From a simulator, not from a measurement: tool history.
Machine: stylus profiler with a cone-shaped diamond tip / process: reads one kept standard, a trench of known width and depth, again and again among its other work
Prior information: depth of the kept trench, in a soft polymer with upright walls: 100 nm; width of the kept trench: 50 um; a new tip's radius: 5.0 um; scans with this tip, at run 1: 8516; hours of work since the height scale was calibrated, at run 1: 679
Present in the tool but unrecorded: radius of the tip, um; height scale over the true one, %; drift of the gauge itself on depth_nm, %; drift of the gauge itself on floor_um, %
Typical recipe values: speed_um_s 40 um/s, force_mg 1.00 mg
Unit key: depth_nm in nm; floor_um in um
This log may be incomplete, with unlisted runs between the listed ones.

run,hour,speed_um_s,force_mg,scans with this tip,hours of work since the height scale was calibrated,depth_nm,floor_um
1,0.0,40,1.00,8516,679,101.10,46.86
2,16.4,40,1.99,8610,686,101.46,46.94
3,37.2,40,1.99,8729,696,101.44,46.84
4,74.9,40,1.99,8945,713,101.47,46.86
5,102.2,40,1.99,9101,725,101.46,46.87
6,124.3,40,0.35,9228,735,100.75,46.61
7,149.4,88,0.63,9372,747,100.82,46.33
8,170.9,31,0.43,9496,757,100.79,46.70
# hour 173.7: height scale calibrated on a step standard
9,195.7,61,0.80,9635,10,101.10,46.58
10,215.0,61,0.80,9745,19,101.13,46.61
11,248.1,42,2.54,9935,34,101.86,46.84
12,287.2,42,2.54,10159,52,101.87,46.83

Predict each of these 4 candidate next runs independently; none follows another, all start after run 12:
# hour 298.8: height scale calibrated on a step standard, once more
A,305.7,40,2.18,10262,3,?,?
# hour 298.8: height scale calibrated on a step standard, once more
B,305.7,37,1.33,10262,3,?,?
# hour 298.8: height scale calibrated on a step standard, once more
C,305.7,68,0.37,10262,3,?,?
# hour 298.8: height scale calibrated on a step standard, once more
D,305.7,64,0.97,10262,3,?,?

run,depth_nm,floor_um
A,101.14,46.80
B,100.79,46.75
C,100.31,46.24
D,100.68,46.52
Without the tool's hidden state the same runs would have given:
run,depth_nm,floor_um
A,101.17,47.86
B,100.83,47.81
C,100.34,47.30
D,100.72,47.58
